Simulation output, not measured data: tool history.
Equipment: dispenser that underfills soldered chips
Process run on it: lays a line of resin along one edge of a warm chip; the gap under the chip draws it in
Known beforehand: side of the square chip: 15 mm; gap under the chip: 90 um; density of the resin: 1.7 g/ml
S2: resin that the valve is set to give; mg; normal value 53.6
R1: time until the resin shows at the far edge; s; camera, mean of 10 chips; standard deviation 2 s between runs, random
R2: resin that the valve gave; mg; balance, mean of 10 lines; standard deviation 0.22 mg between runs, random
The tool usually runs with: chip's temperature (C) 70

Run 1, hour 0.0: usual settings. Result: R1 339.6 s, R2 52.43 mg.
At hour 3.5: new syringe of resin.
Run 2, hour 6.7: usual settings. Result: R1 229.1 s, R2 52.37 mg.
Run 3, hour 12.4: usual settings. Result: R1 296.6 s, R2 52.38 mg.
At hour 19.7: new syringe of resin.
Run 4, hour 20.5: usual settings. Result: R1 207.4 s, R2 52.09 mg.
Run 5, hour 26.0: usual settings but chip's temperature (C) 83. Result: R1 166.6 s, R2 51.89 mg.
Run 6, hour 33.3: usual settings. Result: R1 362.9 s, R2 52.02 mg.
At hour 35.5: new syringe of resin.
At hour 37.7: dispensing valve cleaned and set on the balance.
Run 7, hour 39.7: usual settings but S2 54.6 mg. Result: R1 232.3 s, R2 54.53 mg.
Run 8, hour 43.8: usual settings but S2 54.6 mg. Result: R1 276.0 s, R2 54.65 mg.
Run 9, hour 48.9: usual settings but S2 54.6 mg. Result: R1 339.8 s, R2 54.37 mg.
At hour 52.4: new syringe of resin.
Run 10, hour 57.2: usual settings. Result: R1 244.0 s, R2 52.68 mg.
Run 11, hour 63.2: usual settings. Result: R1 318.3 s, R2 52.84 mg.
At hour 68.2: new syringe of resin.
Run 12, hour 68.4: usual settings but chip's temperature (C) 63, S2 48.8 mg. Result: R1 275.3 s, R2 48.05 mg.
Run 13, hour 74.6: usual settings but chip's temperature (C) 63, S2 48.8 mg. Result: R1 358.9 s, R2 47.74 mg.
Run 14, hour 81.5: usual settings but chip's temperature (C) 62, S2 60.4 mg. Result: R1 483.4 s, R2 59.16 mg.
At hour 84.6: new syringe of resin.
Run 15, hour 88.0: usual settings but chip's temperature (C) 59, S2 56.5 mg. Result: R1 365.7 s, R2 55.34 mg.
Run 16, hour 93.8: usual settings but chip's temperature (C) 76, S2 60.3 mg. Result: R1 244.2 s, R2 58.62 mg.
Run 17, hour 97.9: usual settings but chip's temperature (C) 65, S2 65.3 mg. Result: R1 422.2 s, R2 63.30 mg.
At hour 100.5: new syringe of resin.
Run 18, hour 104.0: usual settings but chip's temperature (C) 65, S2 69.2 mg. Result: R1 283.5 s, R2 67.63 mg.
Run 19, hour 109.9: usual settings but chip's temperature (C) 78, S2 55.9 mg. Result: R1 230.4 s, R2 54.45 mg.
Run 20, hour 114.0: usual settings but chip's temperature (C) 58, S2 54.7 mg. Result: R1 586.6 s, R2 52.56 mg.
At hour 115.8: dispensing valve cleaned and set on the balance.
At hour 117.7: new syringe of resin.
Run 21, hour 121.5: usual settings but chip's temperature (C) 69, S2 50.2 mg. Result: R1 246.9 s, R2 49.95 mg.

The logged runs with the hidden state left out (each run's random variation unchanged):
Hidden state present: resin's viscosity, % of fresh resin's; dose that the valve gives, % of what is set; true chip temperature over the reading, C; drift of the gauge itself on fill_s, %; drift of the gauge itself on given_mg, %.
run     R1     R2
  1  193.9  53.39
  2  194.5  53.48
  3  198.3  53.62
  4  191.8  53.50
  5  122.6  53.42
  6  194.8  53.74
  7  195.4  54.70
  8  195.9  54.91
  9  193.3  54.74
 10  195.0  53.21
 11  196.3  53.50
 12  261.4  48.76
 13  262.0  48.57
 14  263.9  60.37
 15  298.8  56.63
 16  156.7  60.13
 17  226.7  65.04
 18  230.9  69.66
 19  145.9  56.23
 20  309.0  54.38
 21  199.7  49.92
